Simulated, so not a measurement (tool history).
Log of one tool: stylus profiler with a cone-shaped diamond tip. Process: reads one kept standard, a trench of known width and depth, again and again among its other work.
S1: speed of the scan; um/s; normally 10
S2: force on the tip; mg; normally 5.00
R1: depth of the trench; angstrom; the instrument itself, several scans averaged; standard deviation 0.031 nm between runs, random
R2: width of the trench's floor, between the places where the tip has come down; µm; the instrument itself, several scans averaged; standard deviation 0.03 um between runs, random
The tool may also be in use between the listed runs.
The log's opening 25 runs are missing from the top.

run,hour,S1,S2,R1,R2
26,1008.7,3,13.97,2114.6,97.91
27,1047.8,13,12.01,2104.3,97.87
28,1098.8,3,2.68,2039.9,97.89
# hour 1121.5: height scale calibrated on a step standard
29,1132.3,7,10.72,2094.5,97.85
30,1163.2,16,1.75,2029.3,97.80
31,1206.6,16,1.75,2028.9,97.79
32,1257.8,30,13.57,2110.9,97.78
33,1308.7,30,13.57,2110.7,97.79
34,1343.4,39,8.71,2082.7,97.76
35,1372.8,39,8.71,2083.0,97.81
36,1416.9,3,1.96,2031.7,97.75
37,1460.7,3,1.96,2031.5,97.76
38,1497.9,3,1.96,2032.0,97.71
39,1538.4,3,1.96,2031.4,97.69
40,1590.9,3,1.96,2032.5,97.74
41,1624.6,10,13.33,2110.8,97.74

Here are 5 independent what-if runs from the current tool condition. What would each one return?
A,1670.0,3,3.69,?,?
B,1670.0,10,10.31,?,?
C,1670.0,11,1.85,?,?
D,1670.0,7,5.00,?,?
E,1670.0,4,1.95,?,?

run,R1,R2
A,2048.2,97.72
B,2093.4,97.68
C,2031.2,97.68
D,2058.6,97.70
E,2032.2,97.77
With the hidden condition removed and each run's random variation left untouched, the same runs would have given:
run,R1,R2
A,2045.9,98.26
B,2091.0,98.22
C,2028.9,98.22
D,2056.3,98.24
E,2029.9,98.30
